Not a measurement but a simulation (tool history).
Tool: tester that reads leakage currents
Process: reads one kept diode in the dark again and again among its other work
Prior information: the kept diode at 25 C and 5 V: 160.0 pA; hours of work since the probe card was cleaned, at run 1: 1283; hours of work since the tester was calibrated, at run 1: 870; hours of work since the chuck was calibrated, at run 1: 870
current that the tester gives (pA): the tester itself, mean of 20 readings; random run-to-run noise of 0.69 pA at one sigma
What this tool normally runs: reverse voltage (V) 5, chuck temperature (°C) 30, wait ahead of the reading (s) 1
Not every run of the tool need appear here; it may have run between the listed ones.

run,hour,reverse voltage (V),chuck temperature (°C),wait ahead of the reading (s),hours of work since the probe card was cleaned,hours of work since the tester was calibrated,hours of work since the chuck was calibrated,current that the tester gives (pA)
1,0,5,30,1,1283,870,870,221.13
2,65.2,5,30,1,1324,912,912,220.02
3,162.1,5,30,1,1386,974,974,220.07
4,242.5,5,30,1,1437,1025,1025,219.25
5,291.1,5,30,1,1468,1056,1056,218.56
6,340.6,5,30,1,1500,1088,1088,217.87
7,443.9,5,30,1,1566,1154,1154,217.8
8,506.1,5,30,1,1606,1194,1194,217.47
9,555.9,5,30,1,1638,1225,1225,215.6
10,637.5,5,30,1,1690,1278,1278,217.21
11,704.8,5,30,1,1733,1320,1320,213.18
12,777.3,3.25,51,0.34,1779,1367,1367,694.19
13,858.9,1.75,23,0.34,1831,1419,1419,81.68
# hour 894.9: chuck's temperature calibrated
14,942.9,2.01,23,5.93,1884,1471,31,96.53
# hour 1010.5: probe card cleaned and baked
15,1039.6,2.01,23,5.93,19,1531,91,91.38
16,1138.6,16.58,41,8,82,1594,154,810.77
17,1246,3.19,34,0.5,150,1663,222,244.85
18,1310,3.19,34,0.5,191,1704,263,244.6
19,1367.9,5,30,2.93,228,1741,300,224.19

Here are 3 independent what-if runs from the current tool condition. What would each one return?
A,1477.6,1.79,30,0.7,298,1811,370,?
B,1477.6,5,30,2.3,298,1811,370,?
C,1477.6,5.08,25,4.11,298,1811,370,?

run,current that the tester gives (pA)
A,141.53
B,221.65
C,156.75
The same runs, with their run-to-run variation unchanged, on a tool lacking any hidden condition would have given:
run,current that the tester gives (pA)
A,146.88
B,229.24
C,161.71
